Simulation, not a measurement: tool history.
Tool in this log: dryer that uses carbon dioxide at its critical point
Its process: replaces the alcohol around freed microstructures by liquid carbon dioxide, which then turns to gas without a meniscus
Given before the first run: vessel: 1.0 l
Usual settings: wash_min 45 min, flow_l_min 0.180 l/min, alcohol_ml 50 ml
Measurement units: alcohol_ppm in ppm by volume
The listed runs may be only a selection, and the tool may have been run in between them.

Run 1, day 0.000: usual settings. Result: alcohol_ppm 192 ppm by volume.
Run 2, day 0.646: usual settings. Result: alcohol_ppm 199 ppm by volume.
Run 3, day 1.412: usual settings but flow_l_min 0.131 l/min. Result: alcohol_ppm 790 ppm by volume.
Run 4, day 2.012: usual settings but flow_l_min 0.203 l/min. Result: alcohol_ppm 111 ppm by volume.
Run 5, day 2.617: usual settings but alcohol_ml 21 ml. Result: alcohol_ppm 95 ppm by volume.
Run 6, day 3.646: usual settings but alcohol_ml 21 ml. Result: alcohol_ppm 86 ppm by volume.
Run 7, day 4.704: usual settings but alcohol_ml 21 ml. Result: alcohol_ppm 95 ppm by volume.
Run 8, day 5.254: usual settings but alcohol_ml 21 ml. Result: alcohol_ppm 93 ppm by volume.
Run 9, day 6.312: usual settings but alcohol_ml 21 ml. Result: alcohol_ppm 93 ppm by volume.
Run 10, day 7.275: usual settings but wash_min 30 min. Result: alcohol_ppm 1208 ppm by volume.
Run 11, day 8.221: usual settings but wash_min 30 min. Result: alcohol_ppm 1204 ppm by volume.
Run 12, day 9.188: usual settings but flow_l_min 0.174 l/min. Result: alcohol_ppm 258 ppm by volume.
Run 13, day 9.712: usual settings. Result: alcohol_ppm 212 ppm by volume.
Run 14, day 10.425: usual settings. Result: alcohol_ppm 220 ppm by volume.
Run 15, day 11.088: usual settings. Result: alcohol_ppm 222 ppm by volume.
Run 16, day 11.933: usual settings but wash_min 37 min. Result: alcohol_ppm 547 ppm by volume.
Run 17, day 13.088: usual settings but alcohol_ml 22 ml. Result: alcohol_ppm 121 ppm by volume.
Run 18, day 13.704: usual settings but alcohol_ml 22 ml. Result: alcohol_ppm 117 ppm by volume.
Run 19, day 14.400: usual settings but alcohol_ml 22 ml. Result: alcohol_ppm 119 ppm by volume.
Run 20, day 15.512: usual settings but alcohol_ml 22 ml. Result: alcohol_ppm 121 ppm by volume.
Run 21, day 16.567: usual settings. Result: alcohol_ppm 241 ppm by volume.
Run 22, day 17.162: usual settings but wash_min 52 min. Result: alcohol_ppm 122 ppm by volume.
Run 23, day 17.783: usual settings but wash_min 52 min, alcohol_ml 24 ml. Result: alcohol_ppm 86 ppm by volume.
Run 24, day 18.342: usual settings but wash_min 30 min, alcohol_ml 24 ml. Result: alcohol_ppm 629 ppm by volume.
Run 25, day 19.471: usual settings but alcohol_ml 97 ml. Result: alcohol_ppm 414 ppm by volume.
Run 26, day 19.996: usual settings but alcohol_ml 97 ml. Result: alcohol_ppm 422 ppm by volume.
Run 27, day 20.867: usual settings but alcohol_ml 97 ml. Result: alcohol_ppm 432 ppm by volume.
Run 28, day 21.629: usual settings but wash_min 38 min, alcohol_ml 97 ml. Result: alcohol_ppm 954 ppm by volume.
Run 29, day 22.517: usual settings but flow_l_min 0.128 l/min. Result: alcohol_ppm 976 ppm by volume.
Run 30, day 23.112: usual settings but wash_min 71 min, flow_l_min 0.133 l/min, alcohol_ml 37 ml. Result: alcohol_ppm 97 ppm by volume.
Run 31, day 24.258: usual settings but wash_min 56 min, flow_l_min 0.230 l/min, alcohol_ml 51 ml. Result: alcohol_ppm 58 ppm by volume.
Run 32, day 24.850: usual settings but wash_min 58 min, flow_l_min 0.144 l/min, alcohol_ml 51 ml. Result: alcohol_ppm 213 ppm by volume.
Run 33, day 25.367: usual settings but wash_min 48 min, flow_l_min 0.123 l/min, alcohol_ml 72 ml. Result: alcohol_ppm 1256 ppm by volume.
Run 34, day 26.133: usual settings but wash_min 46 min, flow_l_min 0.226 l/min, alcohol_ml 72 ml. Result: alcohol_ppm 118 ppm by volume.
Run 35, day 27.258: usual settings but wash_min 46 min, flow_l_min 0.226 l/min, alcohol_ml 72 ml. Result: alcohol_ppm 129 ppm by volume.
Run 36, day 27.988: usual settings but wash_min 51 min, flow_l_min 0.128 l/min. Result: alcohol_ppm 609 ppm by volume.
Run 37, day 28.879: usual settings but flow_l_min 0.186 l/min, alcohol_ml 29 ml. Result: alcohol_ppm 154 ppm by volume.
Run 38, day 29.375: usual settings but wash_min 40 min, flow_l_min 0.123 l/min, alcohol_ml 88 ml. Result: alcohol_ppm 2879 ppm by volume.
Run 39, day 30.383: usual settings but flow_l_min 0.119 l/min. Result: alcohol_ppm 1297 ppm by volume.
Run 40, day 30.879: usual settings but flow_l_min 0.119 l/min. Result: alcohol_ppm 1288 ppm by volume.
Run 41, day 31.567: usual settings but wash_min 32 min, flow_l_min 0.112 l/min, alcohol_ml 34 ml. Result: alcohol_ppm 2925 ppm by volume.
Run 42, day 32.283: usual settings but wash_min 32 min, flow_l_min 0.198 l/min, alcohol_ml 34 ml. Result: alcohol_ppm 545 ppm by volume.
Run 43, day 32.929: usual settings but wash_min 32 min, flow_l_min 0.198 l/min, alcohol_ml 34 ml. Result: alcohol_ppm 551 ppm by volume.
Run 44, day 33.788: usual settings but wash_min 39 min, flow_l_min 0.178 l/min, alcohol_ml 23 ml. Result: alcohol_ppm 267 ppm by volume.
Run 45, day 34.604: usual settings but wash_min 36 min, flow_l_min 0.219 l/min, alcohol_ml 35 ml. Result: alcohol_ppm 242 ppm by volume.
Run 46, day 35.812: usual settings but wash_min 36 min, flow_l_min 0.219 l/min, alcohol_ml 35 ml. Result: alcohol_ppm 248 ppm by volume.

Selected run-to-run steps in alcohol_ppm, each split into two signed amounts: the part the tool would show with no hidden state at all (from settings, incoming material and random variation), and the remainder, which goes to the hidden state together with any gauge scatter not common to the measured and the hidden-state-free results:
Unlogged tool condition in this case: flow that reaches the vessel past the clogged filter, %; alcohol in the recycled carbon dioxide, ppm; drift of the gauge itself on alcohol_ppm, %.
Run 37 -> 38: wash_min 45 -> 40, flow_l_min 0.186 -> 0.123, alcohol_ml 29 -> 88. alcohol_ppm +2725 ppm by volume: hidden state +386, all else +2339.
Run 38 -> 39: wash_min 40 -> 45, flow_l_min 0.123 -> 0.119, alcohol_ml 88 -> 50. alcohol_ppm -1582 ppm by volume: hidden state -208, all else -1374.
Run 40 -> 41: wash_min 45 -> 32, flow_l_min 0.119 -> 0.112, alcohol_ml 50 -> 34. alcohol_ppm +1637 ppm by volume: hidden state +128, all else +1509.
Run 41 -> 42: flow_l_min 0.112 -> 0.198. alcohol_ppm -2380 ppm by volume: hidden state -233, all else -2147.

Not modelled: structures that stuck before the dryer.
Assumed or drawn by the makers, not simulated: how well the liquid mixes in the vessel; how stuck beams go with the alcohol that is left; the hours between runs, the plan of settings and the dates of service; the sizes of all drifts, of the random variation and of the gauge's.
